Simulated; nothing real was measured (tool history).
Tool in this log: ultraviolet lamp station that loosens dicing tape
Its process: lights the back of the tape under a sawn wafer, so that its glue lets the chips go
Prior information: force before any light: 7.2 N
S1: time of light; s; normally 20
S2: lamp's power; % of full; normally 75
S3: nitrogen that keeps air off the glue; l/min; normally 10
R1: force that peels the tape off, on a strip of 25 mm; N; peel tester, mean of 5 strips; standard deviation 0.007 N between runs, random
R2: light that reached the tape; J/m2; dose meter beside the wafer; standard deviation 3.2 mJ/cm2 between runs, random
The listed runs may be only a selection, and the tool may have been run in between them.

run,hour,S1,S2,S3,R1,R2
1,0.0,20,75,10,0.369,4000
2,60.8,20,75,10,0.386,3960
3,102.0,19,75,10,0.449,3780
4,156.6,19,75,10,0.470,3710
5,196.0,19,75,10,0.474,3690
# hour 230.0: window cleaned of glue's vapour
6,235.1,19,75,10,0.442,3760
7,297.3,19,75,19,0.353,3700
8,352.5,20,97,10,0.234,5040
9,421.3,20,97,10,0.234,4960
10,455.3,20,97,10,0.236,4920
11,500.3,20,97,10,0.247,4900
12,546.4,20,97,10,0.248,4780
13,610.6,14,75,10,1.040,2540
14,654.0,20,75,10,0.484,3600
15,718.2,20,75,10,0.499,3610
16,792.4,20,75,8,0.565,3510
17,844.9,20,75,10,0.513,3470
18,879.0,20,75,10,0.568,3480
# hour 926.8: window cleaned of glue's vapour
19,947.6,20,75,10,0.526,3620
20,987.9,20,75,10,0.493,3520
21,1032.6,20,75,5,0.740,3520
22,1075.1,17,68,14,0.816,2690
# hour 1151.3: lamp changed
23,1151.9,20,75,4,0.426,4830
24,1204.5,29,93,15,0.111,8630
25,1264.2,29,65,15,0.156,5870
26,1298.8,29,65,15,0.152,5890
27,1370.0,21,65,15,0.276,4220
28,1429.7,20,75,4,0.478,4550
29,1486.6,28,95,5,0.127,8080
30,1529.6,20,65,8,0.451,3890
31,1598.8,37,73,10,0.128,8010
# hour 1624.2: window cleaned of glue's vapour
32,1669.0,37,73,10,0.119,8150
33,1739.4,28,94,10,0.114,7930
34,1779.2,15,72,7,0.756,3220
35,1825.3,38,71,10,0.122,8010
36,1861.2,12,71,7,1.209,2480
37,1930.2,20,75,4,0.526,4320
38,1978.3,20,84,4,0.416,4820
39,2011.9,20,75,17,0.277,4320
40,2071.6,22,75,4,0.464,4640
41,2104.8,34,75,7,0.147,7060
42,2160.0,34,75,7,0.142,7010

What if the next run were any one of these 4? Each begins from the tool's condition after run 42:
A,2226.3,34,75,10,?,?
B,2226.3,37,75,9,?,?
C,2226.3,20,92,12,?,?
D,2226.3,16,78,11,?,?

run,R1,R2
A,0.132,6910
B,0.128,7510
C,0.218,4990
D,0.551,3420
Without the tool's hidden state the same runs would have given:
run,R1,R2
A,0.114,8330
B,0.115,9030
C,0.156,6010
D,0.360,4120
